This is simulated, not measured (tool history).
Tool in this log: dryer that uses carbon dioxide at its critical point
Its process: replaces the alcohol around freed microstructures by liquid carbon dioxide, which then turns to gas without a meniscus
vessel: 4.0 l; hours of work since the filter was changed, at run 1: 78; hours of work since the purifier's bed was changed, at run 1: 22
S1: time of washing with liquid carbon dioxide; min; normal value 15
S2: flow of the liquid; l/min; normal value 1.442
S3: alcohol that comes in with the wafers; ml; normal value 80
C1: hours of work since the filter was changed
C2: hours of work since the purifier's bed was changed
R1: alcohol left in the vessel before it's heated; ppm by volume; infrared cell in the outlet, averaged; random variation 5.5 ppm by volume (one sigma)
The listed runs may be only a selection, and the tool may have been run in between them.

Run 1, hour 0: usual settings; C1 78; C2 22. Result: R1 180 ppm by volume.
Run 2, hour 9.7: usual settings but S2 2.33 l/min; C1 81; C2 25. Result: R1 25 ppm by volume.
Run 3, hour 16.3: usual settings but S3 27 ml; C1 84; C2 28. Result: R1 62 ppm by volume.
Run 4, hour 22.9: usual settings but S3 27 ml; C1 87; C2 30. Result: R1 69 ppm by volume.
Run 5, hour 29.4: usual settings but S3 23 ml; C1 89; C2 33. Result: R1 64 ppm by volume.
Run 6, hour 35.2: usual settings but S3 23 ml; C1 91; C2 35. Result: R1 60 ppm by volume.
Run 7, hour 40.2: usual settings but S3 23 ml; C1 93; C2 37. Result: R1 65 ppm by volume.
Run 8, hour 44.9: usual settings but S3 23 ml; C1 95; C2 39. Result: R1 62 ppm by volume.
Run 9, hour 50.6: usual settings but S3 23 ml; C1 97; C2 41. Result: R1 70 ppm by volume.
Run 10, hour 54.8: usual settings but S1 21 min; C1 99; C2 43. Result: R1 33 ppm by volume.
Run 11, hour 61.9: usual settings but S1 21 min; C1 102; C2 46. Result: R1 47 ppm by volume.
Run 12, hour 67.4: usual settings; C1 104; C2 48. Result: R1 190 ppm by volume.
Run 13, hour 75.3: usual settings; C1 107; C2 51. Result: R1 200 ppm by volume.
Run 14, hour 83.8: usual settings; C1 110; C2 54. Result: R1 201 ppm by volume.
Run 15, hour 91.1: usual settings but S3 64 ml; C1 113; C2 57. Result: R1 158 ppm by volume.
Run 16, hour 96.6: usual settings but S3 64 ml; C1 115; C2 59. Result: R1 165 ppm by volume.
Run 17, hour 105.6: usual settings but S3 20 ml; C1 118; C2 62. Result: R1 68 ppm by volume.
Run 18, hour 114.8: usual settings; C1 122; C2 66. Result: R1 209 ppm by volume.
Run 19, hour 119.2: usual settings but S1 21 min; C1 124; C2 68. Result: R1 61 ppm by volume.
Run 20, hour 126.3: usual settings but S2 1.59 l/min; C1 126; C2 70. Result: R1 138 ppm by volume.
Run 21, hour 132: usual settings but S1 12 min, S2 1.04 l/min, S3 28 ml; C1 129; C2 72. Result: R1 466 ppm by volume.
Run 22, hour 137: usual settings but S1 10 min, S3 53 ml; C1 131; C2 74. Result: R1 604 ppm by volume.
Run 23, hour 142.7: usual settings but S1 10 min, S2 1.39 l/min, S3 53 ml; C1 133; C2 77. Result: R1 682 ppm by volume.
Run 24, hour 149.4: usual settings but S1 10 min, S2 1.39 l/min, S3 53 ml; C1 135; C2 79. Result: R1 676 ppm by volume.
Run 25, hour 153.5: usual settings but S1 9 min, S2 1.18 l/min, S3 53 ml; C1 137; C2 81. Result: R1 1319 ppm by volume.
Run 26, hour 161.8: usual settings but S1 9 min, S2 1.18 l/min, S3 53 ml; C1 140; C2 84. Result: R1 1362 ppm by volume.
Run 27, hour 168.9: usual settings but S1 20 min, S2 1.43 l/min, S3 89 ml; C1 143; C2 87. Result: R1 79 ppm by volume.
Run 28, hour 175.9: usual settings but S1 20 min, S2 1.43 l/min, S3 89 ml; C1 146; C2 89. Result: R1 75 ppm by volume.
Run 29, hour 181.1: usual settings but S1 20 min, S2 1.43 l/min, S3 28 ml; C1 147; C2 91. Result: R1 37 ppm by volume.
Run 30, hour 186.3: usual settings but S1 9 min, S2 0.93 l/min; C1 149; C2 93. Result: R1 3104 ppm by volume.
Run 31, hour 191.4: usual settings but S1 23 min, S2 1.77 l/min, S3 55 ml; C1 151; C2 95. Result: R1 37 ppm by volume.
Run 32, hour 201.1: usual settings but S1 23 min, S2 1.18 l/min, S3 61 ml; C1 155; C2 99. Result: R1 78 ppm by volume.
Run 33, hour 208.5: usual settings but S1 13 min, S2 2.14 l/min, S3 94 ml; C1 158; C2 102. Result: R1 102 ppm by volume.
Run 34, hour 215.7: usual settings but S2 1.59 l/min; C1 161; C2 105. Result: R1 158 ppm by volume.
Run 35, hour 221: usual settings but S1 17 min, S2 2.06 l/min, S3 115 ml; C1 163; C2 107. Result: R1 56 ppm by volume.
Run 36, hour 228.5: usual settings but S1 10 min, S2 2.16 l/min, S3 63 ml; C1 166; C2 110. Result: R1 202 ppm by volume.
Run 37, hour 235.3: usual settings but S1 10 min, S2 2.16 l/min, S3 63 ml; C1 168; C2 112. Result: R1 193 ppm by volume.
Run 38, hour 241.5: usual settings but S1 9 min, S3 63 ml; C1 171; C2 115. Result: R1 1005 ppm by volume.
Run 39, hour 245.9: usual settings but S1 9 min, S3 63 ml; C1 172; C2 116. Result: R1 1035 ppm by volume.
Run 40, hour 251.5: usual settings but S1 17 min, S3 72 ml; C1 175; C2 118. Result: R1 126 ppm by volume.

Alternative continuations, all from the tool just after run 40; predict every row:
Run A, hour 259.2: usual settings but S2 1.37 l/min; C1 178; C2 121. Result: R1 ?.
Run B, hour 259.2: usual settings but S2 2.11 l/min, S3 21 ml; C1 178; C2 121. Result: R1 ?.
Run C, hour 259.2: usual settings but S3 51 ml; C1 178; C2 121. Result: R1 ?.
Run D, hour 259.2: usual settings but S1 11 min, S3 72 ml; C1 178; C2 121. Result: R1 ?.

run   R1
  A  290
  B   40
  C  158
  D  653
Without the tool's hidden state the same runs would have given:
run   R1
  A  199
  B    4
  C   94
  D  506
